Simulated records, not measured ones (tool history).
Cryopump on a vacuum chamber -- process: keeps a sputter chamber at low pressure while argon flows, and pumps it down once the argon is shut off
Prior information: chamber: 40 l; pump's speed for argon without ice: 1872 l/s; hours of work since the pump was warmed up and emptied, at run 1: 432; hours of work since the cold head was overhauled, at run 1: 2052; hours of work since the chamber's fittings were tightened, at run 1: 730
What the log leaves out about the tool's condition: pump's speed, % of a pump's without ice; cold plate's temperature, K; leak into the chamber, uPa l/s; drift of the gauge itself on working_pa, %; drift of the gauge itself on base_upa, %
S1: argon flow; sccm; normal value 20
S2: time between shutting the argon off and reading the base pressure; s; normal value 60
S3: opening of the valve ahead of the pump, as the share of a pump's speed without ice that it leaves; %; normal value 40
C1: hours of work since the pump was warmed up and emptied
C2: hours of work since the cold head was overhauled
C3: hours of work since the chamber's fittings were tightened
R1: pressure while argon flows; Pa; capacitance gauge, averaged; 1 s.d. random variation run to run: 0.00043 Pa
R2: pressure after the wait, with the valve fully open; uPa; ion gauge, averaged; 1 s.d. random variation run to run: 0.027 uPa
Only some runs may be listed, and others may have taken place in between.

{"run": 1, "day": 0.0, "S1": 20, "S2": 60, "S3": 40, "C1": 432, "C2": 2052, "C3": 730, "R1": 0.0495, "R2": 1.99}
{"run": 2, "day": 3.275, "S1": 20, "S2": 60, "S3": 40, "C1": 494, "C2": 2114, "C3": 792, "R1": 0.0497, "R2": 2.06}
{"run": 3, "day": 5.379, "S1": 20, "S2": 60, "S3": 40, "C1": 534, "C2": 2154, "C3": 832, "R1": 0.05, "R2": 2.08}
{"run": 4, "day": 8.583, "S1": 20, "S2": 60, "S3": 40, "C1": 595, "C2": 2215, "C3": 892, "R1": 0.0506, "R2": 2.2}
{"run": 5, "day": 11.929, "S1": 20, "S2": 51, "S3": 40, "C1": 658, "C2": 2278, "C3": 956, "R1": 0.0515, "R2": 2.49}
{"run": 6, "day": 14.979, "S1": 15, "S2": 60, "S3": 40, "C1": 716, "C2": 2336, "C3": 1013, "R1": 0.0381, "R2": 2.4}
{"day": 17.304, "done": "pump warmed up, emptied and cooled again"}
{"run": 7, "day": 17.304, "S1": 20, "S2": 60, "S3": 40, "C1": 0, "C2": 2376, "C3": 1053, "R1": 0.0462, "R2": 2.14}
{"day": 18.929, "done": "leaking fittings of the chamber tightened, without venting"}
{"run": 8, "day": 20.471, "S1": 20, "S2": 33, "S3": 40, "C1": 58, "C2": 2434, "C3": 29, "R1": 0.0468, "R2": 2.18}
{"run": 9, "day": 23.342, "S1": 20, "S2": 60, "S3": 40, "C1": 113, "C2": 2488, "C3": 84, "R1": 0.0466, "R2": 1.36}
{"run": 10, "day": 25.804, "S1": 20, "S2": 60, "S3": 40, "C1": 159, "C2": 2535, "C3": 130, "R1": 0.0476, "R2": 1.45}
{"run": 11, "day": 28.029, "S1": 20, "S2": 60, "S3": 40, "C1": 201, "C2": 2577, "C3": 172, "R1": 0.0474, "R2": 1.41}
{"run": 12, "day": 29.592, "S1": 20, "S2": 60, "S3": 40, "C1": 231, "C2": 2607, "C3": 202, "R1": 0.0476, "R2": 1.5}
{"run": 13, "day": 31.35, "S1": 12, "S2": 30, "S3": 16, "C1": 264, "C2": 2640, "C3": 235, "R1": 0.0698, "R2": 2.6}
{"run": 14, "day": 34.012, "S1": 10, "S2": 30, "S3": 16, "C1": 315, "C2": 2690, "C3": 285, "R1": 0.0586, "R2": 2.67}
{"run": 15, "day": 37.354, "S1": 14, "S2": 105, "S3": 16, "C1": 378, "C2": 2753, "C3": 349, "R1": 0.0811, "R2": 1.21}
{"run": 16, "day": 40.021, "S1": 18, "S2": 51, "S3": 55, "C1": 428, "C2": 2804, "C3": 399, "R1": 0.0332, "R2": 1.96}
{"run": 17, "day": 43.125, "S1": 18, "S2": 51, "S3": 55, "C1": 487, "C2": 2863, "C3": 458, "R1": 0.0345, "R2": 2.01}
{"run": 18, "day": 45.408, "S1": 18, "S2": 122, "S3": 55, "C1": 530, "C2": 2906, "C3": 501, "R1": 0.0345, "R2": 1.35}
{"run": 19, "day": 47.562, "S1": 20, "S2": 131, "S3": 40, "C1": 571, "C2": 2947, "C3": 542, "R1": 0.0517, "R2": 1.4}
{"run": 20, "day": 50.808, "S1": 20, "S2": 131, "S3": 40, "C1": 632, "C2": 3008, "C3": 603, "R1": 0.0523, "R2": 1.46}
{"run": 21, "day": 52.308, "S1": 20, "S2": 131, "S3": 40, "C1": 661, "C2": 3036, "C3": 632, "R1": 0.0524, "R2": 1.49}
{"run": 22, "day": 54.208, "S1": 14, "S2": 36, "S3": 48, "C1": 697, "C2": 3072, "C3": 668, "R1": 0.0323, "R2": 2.98}
{"run": 23, "day": 56.379, "S1": 19, "S2": 56, "S3": 20, "C1": 738, "C2": 3113, "C3": 709, "R1": 0.093, "R2": 2.34}

Here are 5 independent what-if runs from the current tool condition. What would each one return?
{"day": 57.696, "done": "pump warmed up, emptied and cooled again"}
{"run": "A", "day": 59.883, "S1": 14, "S2": 60, "S3": 40, "C1": 41, "C2": 3176, "C3": 771, "R1": "?", "R2": "?"}
{"day": 57.696, "done": "pump warmed up, emptied and cooled again"}
{"run": "B", "day": 59.883, "S1": 20, "S2": 30, "S3": 40, "C1": 41, "C2": 3176, "C3": 771, "R1": "?", "R2": "?"}
{"day": 57.696, "done": "pump warmed up, emptied and cooled again"}
{"run": "C", "day": 59.883, "S1": 20, "S2": 52, "S3": 25, "C1": 41, "C2": 3176, "C3": 771, "R1": "?", "R2": "?"}
{"day": 57.696, "done": "pump warmed up, emptied and cooled again"}
{"run": "D", "day": 59.883, "S1": 19, "S2": 21, "S3": 20, "C1": 41, "C2": 3176, "C3": 771, "R1": "?", "R2": "?"}
{"day": 57.696, "done": "pump warmed up, emptied and cooled again"}
{"run": "E", "day": 59.883, "S1": 9, "S2": 60, "S3": 50, "C1": 41, "C2": 3176, "C3": 771, "R1": "?", "R2": "?"}

run=A R1=0.0320 R2=1.92
run=B R1=0.0465 R2=2.96
run=C R1=0.0729 R2=2.11
run=D R1=0.0872 R2=3.91
run=E R1=0.0168 R2=1.92
What these runs would have given with no unlogged condition in the tool:
run=A R1=0.0311 R2=1.19
run=B R1=0.0452 R2=2.23
run=C R1=0.0716 R2=1.37
run=D R1=0.0859 R2=3.18
run=E R1=0.0162 R2=1.19
